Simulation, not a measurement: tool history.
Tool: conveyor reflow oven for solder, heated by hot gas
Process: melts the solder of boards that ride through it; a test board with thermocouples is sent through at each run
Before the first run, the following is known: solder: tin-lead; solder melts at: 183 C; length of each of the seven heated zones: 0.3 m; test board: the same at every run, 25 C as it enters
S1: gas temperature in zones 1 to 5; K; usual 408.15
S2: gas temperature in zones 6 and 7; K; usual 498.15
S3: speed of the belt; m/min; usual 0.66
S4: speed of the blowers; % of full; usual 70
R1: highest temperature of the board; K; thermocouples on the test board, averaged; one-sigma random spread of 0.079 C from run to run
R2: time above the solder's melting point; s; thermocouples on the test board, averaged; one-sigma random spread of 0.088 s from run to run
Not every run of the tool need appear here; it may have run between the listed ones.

Run 1, hour 0: usual settings. Result: R1 482.7 K, R2 35.41 s.
Run 2, hour 12.8: usual settings. Result: R1 482.48 K, R2 35.38 s.
Run 3, hour 27.2: usual settings. Result: R1 482.59 K, R2 35.44 s.
Run 4, hour 54.8: usual settings. Result: R1 482.71 K, R2 35.45 s.
Run 5, hour 81.1: usual settings. Result: R1 482.61 K, R2 35.51 s.
Run 6, hour 98.4: usual settings. Result: R1 482.65 K, R2 35.46 s.
Run 7, hour 120.6: usual settings. Result: R1 482.55 K, R2 35.5 s.
Run 8, hour 142.8: usual settings. Result: R1 482.59 K, R2 35.24 s.
Run 9, hour 171.9: usual settings. Result: R1 482.49 K, R2 35.33 s.
Run 10, hour 193.3: usual settings. Result: R1 482.54 K, R2 35.19 s.
Run 11, hour 211.3: usual settings. Result: R1 482.49 K, R2 35.44 s.
Run 12, hour 228.4: usual settings but S1 406.15 K. Result: R1 482.27 K, R2 34.73 s.
Run 13, hour 252.5: usual settings but S1 406.15 K. Result: R1 482.28 K, R2 34.71 s.
Run 14, hour 273.6: usual settings but S2 494.15 K. Result: R1 479.11 K, R2 32.87 s.
Run 15, hour 296.8: usual settings but S1 404.15 K, S2 499.15 K. Result: R1 482.93 K, R2 34.38 s.

Predict each of these 4 candidate next runs independently; none follows another, all start after run 15:
Run A, hour 323.6: usual settings but S1 395.15 K, S3 0.577 m/min. Result: R1 ?, R2 ?.
Run B, hour 323.6: usual settings but S1 410.15 K. Result: R1 ?, R2 ?.
Run C, hour 323.6: usual settings but S1 404.15 K, S2 495.15 K, S3 0.713 m/min, S4 77 % of full. Result: R1 ?, R2 ?.
Run D, hour 323.6: usual settings but S1 394.15 K. Result: R1 ?, R2 ?.

run      R1     R2
  A  484.34   39.7
  B  482.85  36.15
  C  477.83  28.28
  D  480.05  30.49
Had the tool no hidden state, the same runs would have come out as:
run      R1     R2
  A  484.34  39.69
  B  482.84  36.15
  C  477.83  28.28
  D  480.04  30.49
